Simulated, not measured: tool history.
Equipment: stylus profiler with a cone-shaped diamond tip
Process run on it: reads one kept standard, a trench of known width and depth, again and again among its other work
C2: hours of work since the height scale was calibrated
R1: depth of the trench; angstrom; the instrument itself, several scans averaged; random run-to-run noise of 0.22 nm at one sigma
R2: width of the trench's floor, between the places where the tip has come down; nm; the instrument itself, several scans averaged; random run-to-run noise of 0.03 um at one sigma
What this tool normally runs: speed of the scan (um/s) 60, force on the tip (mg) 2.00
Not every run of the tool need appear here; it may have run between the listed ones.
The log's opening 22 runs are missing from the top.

run 23 day=28.075 | speed_of_the_scan_(um/s)=25 force_on_the_tip_(mg)=2.25 | scans_with_this_tip=7045 C2=501 | R1=10095.2 R2=95120
run 24 day=29.654 | speed_of_the_scan_(um/s)=25 force_on_the_tip_(mg)=2.25 | scans_with_this_tip=7403 C2=526 | R1=10095.5 R2=95010
run 25 day=30.375 | speed_of_the_scan_(um/s)=51 force_on_the_tip_(mg)=2.00 | scans_with_this_tip=7566 C2=538 | R1=10092.1 R2=94960
run 26 day=31.258 | speed_of_the_scan_(um/s)=88 force_on_the_tip_(mg)=1.21 | scans_with_this_tip=7765 C2=552 | R1=10069.8 R2=94720
run 27 day=32.362 | speed_of_the_scan_(um/s)=68 force_on_the_tip_(mg)=1.40 | scans_with_this_tip=8015 C2=570 | R1=10080.9 R2=94770
run 28 day=33.554 | speed_of_the_scan_(um/s)=27 force_on_the_tip_(mg)=5.05 | scans_with_this_tip=8284 C2=589 | R1=10158.6 R2=94950
run 29 day=34.671 | speed_of_the_scan_(um/s)=27 force_on_the_tip_(mg)=5.05 | scans_with_this_tip=8537 C2=607 | R1=10154.5 R2=94870
run 30 day=35.908 | speed_of_the_scan_(um/s)=39 force_on_the_tip_(mg)=3.71 | scans_with_this_tip=8816 C2=627 | R1=10128.2 R2=94860
run 31 day=37.275 | speed_of_the_scan_(um/s)=32 force_on_the_tip_(mg)=2.21 | scans_with_this_tip=9125 C2=649 | R1=10098.6 R2=94840
run 32 day=39.029 | speed_of_the_scan_(um/s)=113 force_on_the_tip_(mg)=1.99 | scans_with_this_tip=9522 C2=677 | R1=10093.5 R2=94430
run 33 day=39.842 | speed_of_the_scan_(um/s)=113 force_on_the_tip_(mg)=1.99 | scans_with_this_tip=9705 C2=690 | R1=10093.8 R2=94500

Here are 5 independent what-if runs from the current tool condition. What would each one return?
run A day=41.121 | speed_of_the_scan_(um/s)=60 force_on_the_tip_(mg)=2.19 | scans_with_this_tip=9995 C2=710 | R1=? R2=?
run B day=41.121 | speed_of_the_scan_(um/s)=39 force_on_the_tip_(mg)=1.05 | scans_with_this_tip=9995 C2=710 | R1=? R2=?
run C day=41.121 | speed_of_the_scan_(um/s)=32 force_on_the_tip_(mg)=0.87 | scans_with_this_tip=9995 C2=710 | R1=? R2=?
run D day=41.121 | speed_of_the_scan_(um/s)=41 force_on_the_tip_(mg)=0.89 | scans_with_this_tip=9995 C2=710 | R1=? R2=?
run E day=41.121 | speed_of_the_scan_(um/s)=117 force_on_the_tip_(mg)=2.25 | scans_with_this_tip=9995 C2=710 | R1=? R2=?

run=A R1=10101.5 R2=94640
run=B R1=10071.1 R2=94640
run=C R1=10069.5 R2=94640
run=D R1=10070.8 R2=94650
run=E R1=10107.0 R2=94480
With the hidden condition removed and each run's random variation left untouched, the same runs would have given:
run=A R1=10075.8 R2=95820
run=B R1=10045.4 R2=95820
run=C R1=10043.9 R2=95830
run=D R1=10045.1 R2=95830
run=E R1=10081.3 R2=95670

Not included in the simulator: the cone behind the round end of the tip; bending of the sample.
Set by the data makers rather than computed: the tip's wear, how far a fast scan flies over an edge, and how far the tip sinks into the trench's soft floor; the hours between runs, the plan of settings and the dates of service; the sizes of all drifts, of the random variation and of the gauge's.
